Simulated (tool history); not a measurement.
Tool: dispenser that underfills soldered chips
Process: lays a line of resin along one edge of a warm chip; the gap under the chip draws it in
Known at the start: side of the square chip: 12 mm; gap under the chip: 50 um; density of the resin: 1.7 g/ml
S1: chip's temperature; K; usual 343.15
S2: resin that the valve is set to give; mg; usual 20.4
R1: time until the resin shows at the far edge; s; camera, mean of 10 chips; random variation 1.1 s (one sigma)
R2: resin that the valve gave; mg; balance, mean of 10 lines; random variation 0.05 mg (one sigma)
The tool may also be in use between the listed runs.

run	hour	S1	S2	R1	R2
1	0	343.15	20.4	187.2	19.9
# hour 1.4: new syringe of resin
# hour 12.9: new syringe of resin
2	12.9	343.15	20.4	107.3	19.88
3	22.7	343.15	20.4	182.7	19.82
# hour 24.8: new syringe of resin
4	32.4	335.15	20.4	233.2	19.64
# hour 36.1: new syringe of resin
5	41.6	335.15	20.4	210.8	19.77
# hour 47.4: new syringe of resin
# hour 50.8: dispensing valve cleaned and set on the balance
6	53.3	335.15	20.4	203.6	20.39
# hour 60.1: new syringe of resin
7	61.5	335.15	24.1	165.7	24.07
8	68	356.15	24.1	88.9	24.07
# hour 71.7: new syringe of resin
9	76.1	356.15	24.1	71.7	23.95
# hour 83.2: new syringe of resin
10	88.6	356.15	24.1	75.3	23.88
# hour 95: new syringe of resin
11	101.1	335.15	20.4	214.6	20.14
# hour 106.6: new syringe of resin
12	113.2	335.15	20.4	214.7	20.12
# hour 118: new syringe of resin
13	123	343.15	24.9	136.5	24.55
# hour 129.5: new syringe of resin
14	134.3	343.15	24.9	134.6	24.37
# hour 141.6: new syringe of resin
15	145.2	343.15	20.4	127.6	19.87

Forecast run 16:
# hour 153.1: new syringe of resin
16	153.1	343.15	20.4	?	?

R1: 103.7 s
R2: 19.87 mg
Without the tool's hidden state the same run would have given R1 109 s, R2 20.42 mg.
